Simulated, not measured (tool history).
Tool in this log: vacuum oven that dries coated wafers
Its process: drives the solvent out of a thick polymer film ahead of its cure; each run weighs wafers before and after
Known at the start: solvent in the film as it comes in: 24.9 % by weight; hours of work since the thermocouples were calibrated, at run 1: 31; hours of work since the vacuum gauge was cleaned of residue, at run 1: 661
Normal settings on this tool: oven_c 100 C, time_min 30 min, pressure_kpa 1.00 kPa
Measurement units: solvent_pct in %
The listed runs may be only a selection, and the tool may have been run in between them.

run    hour  oven_c  time_min  pressure_kpa  hours of work since the thermocouples were calibrated  hours of work since the vacuum gauge was cleaned of residue  solvent_pct
  1     0.0     100        30          1.00                                                     31                                                          661         4.78
  2    88.9     100        30          1.00                                                    100                                                          730         4.90
  3   181.8     100        30          1.07                                                    172                                                          802         5.07
  4   267.1     100        15          1.00                                                    238                                                          868         9.79
  5   305.0     109        30          1.00                                                    267                                                          898         2.51
  6   398.9     109        30          1.00                                                    340                                                          970         2.60
  7   462.9     100        51          1.00                                                    390                                                         1020         2.58
  8   516.2     100        51          1.00                                                    431                                                         1061         2.57
  9   597.8     100        39          1.00                                                    494                                                         1124         3.64
 10   676.9     100        30          1.00                                                    555                                                         1186         5.32
 11   749.3     100        30          1.25                                                    612                                                         1242         5.52
 12   792.8     100        30          1.25                                                    645                                                         1275         5.69
 13   837.0     100        30          1.00                                                    679                                                         1310         5.57
 14   924.6     100        30          1.00                                                    747                                                         1378         5.56
 15   994.6      90        52          1.00                                                    802                                                         1432         5.62
 16  1042.1      86        30          1.00                                                    838                                                         1469        10.91
 17  1096.0      87        39          1.00                                                    880                                                         1510         8.83
 18  1164.6     112        45          2.39                                                    933                                                         1564         2.14
 19  1228.8     100        29          1.00                                                    983                                                         1613         6.07
 20  1312.2     100        23          1.00                                                   1048                                                         1678         7.60
 21  1367.6     115        48          0.61                                                   1090                                                         1721         0.81
 22  1420.7      90        24          3.61                                                   1132                                                         1762        13.15
 23  1474.9      87        33          1.69                                                   1174                                                         1804        10.83
 24  1562.6     114        16          0.87                                                   1242                                                         1872         5.45
 25  1645.0     100        30          1.00                                                   1305                                                         1936         5.99
 26  1723.3      91        39          1.00                                                   1366                                                         1996         7.79
 27  1798.4     109        31          0.78                                                   1424                                                         2054         3.09

Forecast each of these 3 alternatives for the next run:
  A  1874.9     115        18          1.35                                                   1483                                                         2114            ?
  B  1874.9      98        36          1.00                                                   1483                                                         2114            ?
  C  1874.9     109        31          1.51                                                   1483                                                         2114            ?

run  solvent_pct
  A         4.75
  B         5.68
  C         3.55
Without the tool's hidden state the same runs would have given:
run  solvent_pct
  A         3.54
  B         4.03
  C         2.37
